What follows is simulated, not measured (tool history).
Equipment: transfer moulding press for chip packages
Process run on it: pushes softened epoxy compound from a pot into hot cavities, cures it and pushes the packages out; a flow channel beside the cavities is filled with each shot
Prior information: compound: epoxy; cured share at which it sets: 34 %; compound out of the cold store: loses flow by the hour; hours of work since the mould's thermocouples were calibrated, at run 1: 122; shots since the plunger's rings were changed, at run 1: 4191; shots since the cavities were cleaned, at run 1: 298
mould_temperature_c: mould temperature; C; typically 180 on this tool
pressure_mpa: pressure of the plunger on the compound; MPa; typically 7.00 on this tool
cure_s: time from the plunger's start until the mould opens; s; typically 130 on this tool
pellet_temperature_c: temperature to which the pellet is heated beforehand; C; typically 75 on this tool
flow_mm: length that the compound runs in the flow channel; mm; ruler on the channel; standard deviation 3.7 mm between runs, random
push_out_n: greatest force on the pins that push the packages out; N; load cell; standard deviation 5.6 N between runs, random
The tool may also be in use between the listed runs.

| run | hour | mould_temperature_c | pressure_mpa | cure_s | pellet_temperature_c | hours of work since the mould's thermocouples were calibrated | shots since the plunger's rings were changed | shots since the cavities were cleaned | incoming compound's hours out of the cold store | flow_mm | push_out_n |
|---|---|---|---|---|---|---|---|---|---|---|---|
| 1 | 0.0 | 180 | 7.00 | 130 | 75 | 122 | 4191 | 298 | 17.5 | 664 | 253 |
| 2 | 13.6 | 180 | 7.00 | 130 | 75 | 128 | 4274 | 381 | 32.1 | 637 | 278 |
|  | 31.4 | cavities cleaned with cleaning compound and waxed |
| 3 | 32.5 | 180 | 7.00 | 130 | 75 | 136 | 4378 | 6 | 27.9 | 637 | 341 |
| 4 | 50.5 | 180 | 7.00 | 130 | 85 | 144 | 4488 | 116 | 19.0 | 659 | 346 |
| 5 | 64.9 | 180 | 7.00 | 130 | 76 | 150 | 4575 | 203 | 27.5 | 641 | 327 |
| 6 | 82.0 | 180 | 7.00 | 130 | 75 | 158 | 4679 | 307 | 42.4 | 610 | 343 |
| 7 | 90.0 | 180 | 7.00 | 130 | 82 | 161 | 4727 | 355 | 9.9 | 675 | 346 |
|  | 95.3 | cavities cleaned with cleaning compound and waxed, once more |
| 8 | 108.1 | 180 | 7.00 | 130 | 82 | 169 | 4828 | 78 | 17.9 | 660 | 211 |
| 9 | 124.0 | 180 | 7.00 | 130 | 75 | 176 | 4924 | 174 | 24.9 | 647 | 225 |
| 10 | 138.4 | 180 | 7.00 | 130 | 71 | 182 | 5011 | 261 | 28.9 | 634 | 254 |
|  | 152.4 | plunger's sealing rings changed |
| 11 | 155.7 | 180 | 7.00 | 130 | 70 | 189 | 21 | 351 | 42.3 | 637 | 259 |
| 12 | 165.1 | 180 | 7.00 | 130 | 71 | 193 | 78 | 408 | 16.8 | 692 | 272 |
| 13 | 175.9 | 180 | 7.00 | 130 | 75 | 197 | 143 | 473 | 12.7 | 698 | 276 |
|  | 178.5 | cavities cleaned with cleaning compound and waxed |
| 14 | 191.4 | 180 | 7.00 | 130 | 75 | 204 | 228 | 78 | 12.7 | 700 | 219 |
| 15 | 204.0 | 187 | 7.00 | 118 | 75 | 209 | 304 | 154 | 30.7 | 643 | 201 |
| 16 | 222.1 | 187 | 7.00 | 118 | 75 | 217 | 414 | 264 | 17.7 | 672 | 218 |
| 17 | 230.0 | 187 | 7.00 | 118 | 75 | 221 | 461 | 311 | 30.9 | 641 | 219 |
| 18 | 240.2 | 187 | 6.11 | 129 | 75 | 225 | 523 | 373 | 15.0 | 627 | 209 |
|  | 258.6 | cavities cleaned with cleaning compound and waxed |
| 19 | 258.6 | 187 | 6.37 | 131 | 76 | 233 | 625 | 0 | 9.0 | 655 | 160 |
| 20 | 273.3 | 187 | 6.37 | 131 | 76 | 239 | 714 | 89 | 43.2 | 592 | 175 |
| 21 | 285.8 | 174 | 8.06 | 131 | 66 | 245 | 790 | 165 | 16.1 | 760 | 335 |
| 22 | 293.8 | 180 | 8.73 | 116 | 75 | 248 | 839 | 214 | 38.6 | 711 | 278 |
| 23 | 307.6 | 180 | 8.73 | 116 | 75 | 254 | 922 | 297 | 24.5 | 736 | 318 |
| 24 | 325.4 | 173 | 5.55 | 114 | 75 | 262 | 1030 | 405 | 37.8 | 581 | 541 |
|  | 339.1 | cavities cleaned with cleaning compound and waxed |
| 25 | 345.2 | 173 | 5.55 | 114 | 75 | 270 | 1141 | 37 | 26.5 | 608 | 421 |
| 26 | 355.6 | 180 | 7.18 | 117 | 81 | 275 | 1204 | 100 | 11.8 | 705 | 252 |
| 27 | 365.8 | 176 | 5.80 | 130 | 66 | 279 | 1266 | 162 | 41.0 | 582 | 292 |
| 28 | 379.8 | 180 | 6.43 | 142 | 83 | 285 | 1351 | 247 | 21.7 | 636 | 218 |

Entry by entry between the runs, the difference in hidden state between the last listed run before and the first listed run after:
After run 2, before run 3: cavities cleaned with cleaning compound and waxed (hour 31.4)
  true mould temperature over the reading, C: 0.45 -> 0.46; pressure that reaches the compound, % of what is set: 92.2 -> 92.02; grip of the stained cavities, % over clean ones': 41.7 -> 79.1
  what was measured, less what the result would be without the hidden state, flow_mm: -27 -> -28 mm; push_out_n: +78 -> +147 N
After run 7, before run 8: cavities cleaned with cleaning compound and waxed, once more (hour 95.3)
  true mould temperature over the reading, C: 0.5 -> 0.52; pressure that reaches the compound, % of what is set: 91.42 -> 91.25; grip of the stained cavities, % over clean ones': 83.5 -> 12
  what was measured, less what the result would be without the hidden state, flow_mm: -32 -> -32 mm; push_out_n: +156 -> +18 N
After run 10, before run 11: plunger's sealing rings changed (hour 152.4)
  true mould temperature over the reading, C: 0.54 -> 0.55; pressure that reaches the compound, % of what is set: 90.94 -> 99.73; grip of the stained cavities, % over clean ones': 32.3 -> 39.5
  what was measured, less what the result would be without the hidden state, flow_mm: -32 -> -3 mm; push_out_n: +57 -> +70 N
After run 13, before run 14: cavities cleaned with cleaning compound and waxed (hour 178.5)
  true mould temperature over the reading, C: 0.56 -> 0.57; pressure that reaches the compound, % of what is set: 99.5 -> 99.35; grip of the stained cavities, % over clean ones': 48.7 -> 12
  what was measured, less what the result would be without the hidden state, flow_mm: -3 -> -3 mm; push_out_n: +87 -> +17 N
After run 18, before run 19: cavities cleaned with cleaning compound and waxed (hour 258.6)
  true mould temperature over the reading, C: 0.61 -> 0.62; pressure that reaches the compound, % of what is set: 98.84 -> 98.66; grip of the stained cavities, % over clean ones': 41.1 -> 2.3
  what was measured, less what the result would be without the hidden state, flow_mm: -5 -> -6 mm; push_out_n: +61 -> +2 N
After run 24, before run 25: cavities cleaned with cleaning compound and waxed (hour 339.1)
  true mould temperature over the reading, C: 0.67 -> 0.68; pressure that reaches the compound, % of what is set: 97.92 -> 97.72; grip of the stained cavities, % over clean ones': 44.8 -> 7.8
  what was measured, less what the result would be without the hidden state, flow_mm: -8 -> -9 mm; push_out_n: +150 -> +11 N
